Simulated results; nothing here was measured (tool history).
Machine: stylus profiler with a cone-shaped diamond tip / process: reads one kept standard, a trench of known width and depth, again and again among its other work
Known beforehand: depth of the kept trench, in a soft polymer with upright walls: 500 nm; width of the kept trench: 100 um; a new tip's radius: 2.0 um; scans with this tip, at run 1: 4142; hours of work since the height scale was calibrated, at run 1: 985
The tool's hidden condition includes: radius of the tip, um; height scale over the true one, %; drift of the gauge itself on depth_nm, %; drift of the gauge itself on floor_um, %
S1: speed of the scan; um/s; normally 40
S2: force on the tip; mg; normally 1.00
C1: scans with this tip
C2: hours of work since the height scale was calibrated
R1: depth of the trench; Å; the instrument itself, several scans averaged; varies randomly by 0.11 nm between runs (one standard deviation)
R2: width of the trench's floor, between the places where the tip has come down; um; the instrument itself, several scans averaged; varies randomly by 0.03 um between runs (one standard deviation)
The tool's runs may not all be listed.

run,hour,S1,S2,C1,C2,R1,R2
1,0.0,40,1.00,4142,985,5010.7,96.33
2,37.9,40,1.00,4240,1009,5010.5,96.33
3,67.9,40,1.00,4318,1027,5011.9,96.37
4,93.3,40,0.42,4385,1043,4997.5,96.11
5,127.4,89,1.00,4473,1064,5011.3,95.91
6,157.1,89,1.00,4551,1083,5008.2,95.88
7,200.7,89,1.00,4664,1110,5009.5,95.85
8,245.9,89,1.00,4782,1138,5010.5,95.83
9,295.7,89,1.00,4912,1169,5009.5,95.80
10,342.1,117,2.47,5032,1197,5032.7,95.95
11,364.0,15,0.84,5089,1211,5005.3,96.43
12,411.3,36,0.84,5213,1240,5002.0,96.23
13,444.8,36,0.84,5300,1261,5005.1,96.23
14,484.4,36,0.84,5403,1285,5003.6,96.26
15,505.9,14,1.63,5459,1299,5019.5,96.46
16,540.4,16,1.36,5549,1320,5014.9,96.41
17,563.1,69,1.67,5608,1334,5019.6,96.07
18,597.1,55,1.42,5697,1355,5014.0,96.08

Below are 3 alternative next runs, each starting from the tool's condition after run 18. Predict each:
A,625.2,58,1.00,5770,1373,?,?
B,625.2,124,0.70,5770,1373,?,?
C,625.2,55,0.92,5770,1373,?,?

run,R1,R2
A,5006.5,96.01
B,4999.4,95.15
C,5004.7,95.96
Stripped of hidden state, with their random variation kept, the same runs would have yielded:
run,R1,R2
A,5031.6,96.86
B,5024.4,96.00
C,5029.7,96.81
